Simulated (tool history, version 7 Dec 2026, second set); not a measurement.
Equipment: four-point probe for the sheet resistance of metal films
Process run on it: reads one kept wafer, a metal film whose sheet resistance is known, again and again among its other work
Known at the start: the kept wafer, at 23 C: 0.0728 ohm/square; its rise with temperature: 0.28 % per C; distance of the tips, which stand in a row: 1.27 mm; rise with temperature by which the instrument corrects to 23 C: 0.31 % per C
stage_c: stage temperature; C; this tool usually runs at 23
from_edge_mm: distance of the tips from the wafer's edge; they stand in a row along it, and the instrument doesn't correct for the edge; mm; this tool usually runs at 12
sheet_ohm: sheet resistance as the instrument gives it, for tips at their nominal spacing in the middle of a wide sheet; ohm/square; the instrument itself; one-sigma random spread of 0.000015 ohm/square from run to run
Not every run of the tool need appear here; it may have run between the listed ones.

run     day  stage_c  from_edge_mm  sheet_ohm
  1   0.000       23            12   0.073461
  2   0.950       23            12   0.073430
  3   1.958       23            12   0.073459
  4   3.700       18            12   0.073545
  5   5.008       28            12   0.073396
  6   6.250       28            12   0.073369
  7   7.929       28            12   0.073402
  8   9.396       23            12   0.073477
  9  10.462       23            12   0.073480
 10  11.533       23            12   0.073516
 11  12.696       23            12   0.073520
 12  14.204       23            12   0.073532
 13  15.367       23            12   0.073562
 14  16.146       23            31   0.073155
 15  17.483       23            31   0.073152
     17.592  -- stage's thermometer calibrated
 16  18.508       27             7   0.074326
 17  19.750       20            18   0.073375

Run 18 has not been measured yet. What should we expect?
 18  21.046       22             5          ?

For run 18 the tool returned sheet_ohm 0.075607 ohm/square.
Take away the tool's hidden state, keep the run-to-run variation as it was, and the same run would have given sheet_ohm 0.075271 ohm/square.

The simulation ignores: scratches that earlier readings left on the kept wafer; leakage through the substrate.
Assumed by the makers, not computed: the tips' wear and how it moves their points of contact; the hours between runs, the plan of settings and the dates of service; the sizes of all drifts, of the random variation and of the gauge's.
